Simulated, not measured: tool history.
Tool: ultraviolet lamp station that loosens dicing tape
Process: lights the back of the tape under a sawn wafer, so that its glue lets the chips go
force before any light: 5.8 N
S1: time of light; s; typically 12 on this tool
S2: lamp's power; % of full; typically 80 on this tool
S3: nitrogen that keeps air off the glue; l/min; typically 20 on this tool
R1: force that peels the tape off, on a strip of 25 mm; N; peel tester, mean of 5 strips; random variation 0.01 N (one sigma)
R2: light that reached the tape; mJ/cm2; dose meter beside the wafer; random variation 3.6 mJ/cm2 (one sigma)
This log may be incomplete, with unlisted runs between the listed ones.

run     day  S1  S2  S3     R1   R2
  1       0  12  80  20  0.482  565
  2   0.454  12  80  20  0.525  557
  3   0.833  12  80  11  0.812  559
  4   1.396  12  80  11  0.812  556
  5   1.938  12  80   8  1.069  549
  6     2.4  12  80  20  0.494  546
  7   2.875  12  80  20    0.5  549
  8    3.35  12  80  20  0.528  551
  9   3.946  12  80  20  0.515  540
 10   4.221  12  80  20  0.529  540
 11   4.658  12  80  20  0.531  543
 12   4.921  12  80  20  0.529  542
 13   5.212  12  80  20  0.555  540
 14   5.754  12  80  20  0.551  532
 15   6.188  12  80  20  0.538  535
 16   6.458  12  80  20  0.568  531
 17   6.829  12  80   9  1.065  532
 18   7.096  12  80   9  1.078  533
 19   7.483  12  80   9  1.026  527
 20   8.112  12  80  17  0.641  526
 21     8.5  12  80  20  0.566  527
 22   9.129  12  80  20  0.564  523
 23   9.729   7  80  25  1.353  306
 24  10.338   8  99  20  0.846  426
 25  10.608   7  68  29  1.516  251
 26  10.888   7  68  29  1.544  255
 27  11.483  11  80  20  0.703  462
 28    11.9  11  80  20  0.696  468
 29  12.242  12  84  28  0.416  531
 30    12.5   8  72  28  1.219  303
 31  13.021   8  72  28  1.248  306
 32  13.629   8  72  28  1.316  299
 33  14.162   8  72  28  1.242  302
 34  14.546   9  64   9  2.144  299
 35  14.954   9  64   9  2.165  298
 36  15.562  13  64  15  1.074  429
 37  16.179  13  73   9  1.171  482
 38  16.458   7  88  13  1.714  318
 39  16.829   7  88  13  1.726  317
 40  17.212  14  97  20  0.284  689
 41   17.75  14  79   8  1.041  552
 42  18.271  21  79  12  0.303  835

Run 43 has not been measured yet. What should we expect?
 43  18.9  17  63  15   ?   ?

Logged for run 43: R1 0.697 N, R2 538 mJ/cm2.
With the hidden condition absent and the run-to-run variation left alone, this run would have shown R1 0.45 N, R2 656 mJ/cm2.
